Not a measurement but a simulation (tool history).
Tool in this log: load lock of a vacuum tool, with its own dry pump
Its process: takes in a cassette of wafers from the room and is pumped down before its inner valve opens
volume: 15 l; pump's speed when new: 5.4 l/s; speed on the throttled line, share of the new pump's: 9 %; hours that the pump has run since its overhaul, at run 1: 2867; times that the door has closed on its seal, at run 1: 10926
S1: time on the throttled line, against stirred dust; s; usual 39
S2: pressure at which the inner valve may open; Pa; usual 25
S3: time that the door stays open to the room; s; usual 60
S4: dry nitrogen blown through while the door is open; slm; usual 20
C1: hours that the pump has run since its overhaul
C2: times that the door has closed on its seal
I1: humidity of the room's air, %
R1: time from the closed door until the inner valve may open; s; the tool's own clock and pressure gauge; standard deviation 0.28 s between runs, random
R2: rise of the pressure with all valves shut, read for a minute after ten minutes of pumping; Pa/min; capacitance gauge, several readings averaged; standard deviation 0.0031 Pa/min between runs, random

run 1 hour=0.0 | S1=39 S2=25 S3=60 S4=20 | C1=2867 C2=10926 | I1=47.0 | R1=59.8 R2=0.109
run 2 hour=127.3 | S1=39 S2=25 S3=60 S4=20 | C1=2995 C2=11434 | I1=46.0 | R1=59.6 R2=0.107
run 3 hour=237.0 | S1=22 S2=25 S3=60 S4=20 | C1=3104 C2=11871 | I1=47.7 | R1=44.6 R2=0.111
run 4 hour=299.4 | S1=26 S2=25 S3=60 S4=20 | C1=3167 C2=12119 | I1=42.8 | R1=47.7 R2=0.107
run 5 hour=417.3 | S1=39 S2=25 S3=60 S4=20 | C1=3285 C2=12589 | I1=44.5 | R1=59.8 R2=0.115
run 6 hour=504.3 | S1=39 S2=35 S3=60 S4=20 | C1=3372 C2=12936 | I1=45.8 | R1=58.9 R2=0.114
run 7 hour=638.1 | S1=39 S2=35 S3=53 S4=20 | C1=3505 C2=13469 | I1=44.7 | R1=58.6 R2=0.117
run 8 hour=757.2 | S1=27 S2=35 S3=53 S4=5 | C1=3624 C2=13944 | I1=47.4 | R1=48.1 R2=0.141
run 9 hour=874.6 | S1=39 S2=24 S3=66 S4=20 | C1=3742 C2=14412 | I1=43.7 | R1=59.6 R2=0.121
run 10 hour=995.2 | S1=39 S2=27 S3=60 S4=20 | C1=3862 C2=14892 | I1=43.7 | R1=59.0 R2=0.135
run 11 hour=1075.0 | S1=39 S2=27 S3=73 S4=20 | C1=3942 C2=15211 | I1=45.0 | R1=59.9 R2=0.138
run 12 hour=1152.9 | S1=39 S2=27 S3=73 S4=20 | C1=4020 C2=15521 | I1=44.7 | R1=59.5 R2=0.137

Some steps in R1, run to run, broken into two amounts with sign: the step expected even without the hidden condition (settings, incoming material, random variation), and the rest, left for the hidden condition together with whatever gauge scatter is not in both the measured and the hidden-condition-free result:
What the log doesn't record here: pump's speed, % of a new pump's; leak at the door's seal, Pa l/s; drift of the gauge itself on ready_s, %; drift of the gauge itself on rise_pa_min, %.
Run 1 -> 2: no setting changed, nothing entered. R1 -0.2 s: hidden state +0.1, all else -0.3.
Run 2 -> 3: S1 39 -> 22. R1 -15.0 s: hidden state +0.1, all else -15.1.

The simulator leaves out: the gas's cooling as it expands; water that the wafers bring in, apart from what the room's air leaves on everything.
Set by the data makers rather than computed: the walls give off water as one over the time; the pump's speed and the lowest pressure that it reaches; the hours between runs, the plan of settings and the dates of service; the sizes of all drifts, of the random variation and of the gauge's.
